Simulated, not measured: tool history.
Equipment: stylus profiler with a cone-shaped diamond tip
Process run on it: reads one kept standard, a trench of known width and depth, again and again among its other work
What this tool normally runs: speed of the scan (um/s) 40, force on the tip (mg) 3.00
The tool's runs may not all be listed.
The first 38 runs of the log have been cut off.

run    hour  speed of the scan (um/s)  force on the tip (mg)  depth of the trench (Å)  width of the trench's floor (nm)
 39  2094.4                        15                   4.57                  10143.5                             95190
 40  2142.8                        15                   4.57                  10150.6                             95120
 41  2205.9                       133                   8.24                  10219.1                             94890
 42  2250.0                        33                   4.90                  10151.2                             94930
 43  2327.3                        33                   4.90                  10148.7                             94790
 44  2379.9                        11                   3.07                  10104.9                             94770
 45  2419.8                        22                   4.98                  10152.9                             94700
 46  2475.8                        15                   3.05                  10102.2                             94610

Branching from run 46: 3 alternative next runs. What would each branch give?
  A  2533.0                        28                   3.00                        ?                                 ?
  B  2533.0                        35                   2.01                        ?                                 ?
  C  2533.0                        20                   7.52                        ?                                 ?

run  depth of the trench (Å)  width of the trench's floor (nm)
  A                  10101.5                             94500
  B                  10079.1                             94410
  C                  10202.0                             94500
Take away the tool's hidden state, keep each run's random variation, and the runs would have read:
run  depth of the trench (Å)  width of the trench's floor (nm)
  A                  10115.9                             96520
  B                  10093.4                             96430
  C                  10216.5                             96520
